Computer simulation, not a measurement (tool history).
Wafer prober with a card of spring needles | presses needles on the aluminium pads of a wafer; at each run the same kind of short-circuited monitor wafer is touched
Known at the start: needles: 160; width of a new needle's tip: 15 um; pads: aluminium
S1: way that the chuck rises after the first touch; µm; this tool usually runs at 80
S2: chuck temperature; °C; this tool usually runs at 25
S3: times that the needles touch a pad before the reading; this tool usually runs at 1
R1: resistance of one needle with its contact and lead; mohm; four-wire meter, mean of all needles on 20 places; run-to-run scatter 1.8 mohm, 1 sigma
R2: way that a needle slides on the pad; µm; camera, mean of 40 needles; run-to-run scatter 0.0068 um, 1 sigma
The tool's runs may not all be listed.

| run | day | S1 | S2 | S3 | R1 | R2 |
|---|---|---|---|---|---|---|
| 1 | 0.000 | 80 | 25 | 1 | 213 | 11.937 |
|  | 0.079 | tips cleaned on abrasive film |
|  | 0.208 | height of the first contact set anew |
|  | 0.746 | tips cleaned on abrasive film |
| 2 | 0.746 | 80 | 25 | 1 | 199 | 12.015 |
| 3 | 1.321 | 71 | 25 | 1 | 215 | 10.663 |
|  | 1.429 | tips cleaned on abrasive film |
|  | 1.654 | tips cleaned on abrasive film, once more |
| 4 | 1.775 | 71 | 25 | 1 | 209 | 10.632 |
|  | 2.292 | tips cleaned on abrasive film |
| 5 | 2.296 | 71 | 25 | 1 | 199 | 10.641 |
| 6 | 2.783 | 80 | 25 | 1 | 211 | 11.984 |
|  | 2.938 | tips cleaned on abrasive film |
| 7 | 3.192 | 76 | 25 | 1 | 208 | 11.376 |
| 8 | 3.542 | 76 | 25 | 1 | 216 | 11.381 |
|  | 3.592 | tips cleaned on abrasive film |
|  | 4.233 | tips cleaned on abrasive film |
| 9 | 4.271 | 76 | 25 | 1 | 200 | 11.363 |
|  | 4.929 | tips cleaned on abrasive film |
| 10 | 5.017 | 61 | 122 | 1 | 227 | 9.107 |
|  | 5.575 | tips cleaned on abrasive film |
| 11 | 5.829 | 97 | 62 | 1 | 211 | 14.491 |
|  | 6.233 | tips cleaned on abrasive film |
| 12 | 6.325 | 97 | 62 | 1 | 208 | 14.488 |
|  | 6.900 | tips cleaned on abrasive film |
| 13 | 7.146 | 62 | 64 | 1 | 220 | 9.220 |

What if the next run were any one of these 3? Each begins from the tool's condition after run 13:
|  | 7.546 | tips cleaned on abrasive film |
|  | 7.558 | height of the first contact set anew |
| A | 7.800 | 68 | 33 | 2 | ? | ? |
|  | 7.546 | tips cleaned on abrasive film |
|  | 7.558 | height of the first contact set anew |
| B | 7.800 | 91 | 40 | 3 | ? | ? |
|  | 7.546 | tips cleaned on abrasive film |
|  | 7.558 | height of the first contact set anew |
| C | 7.800 | 92 | 46 | 2 | ? | ? |

| run | R1 | R2 |
|---|---|---|
| A | 205 | 10.221 |
| B | 205 | 13.674 |
| C | 207 | 13.813 |
With no hidden state in the tool, these same runs would have given:
| run | R1 | R2 |
|---|---|---|
| A | 197 | 10.221 |
| B | 201 | 13.674 |
| C | 201 | 13.813 |
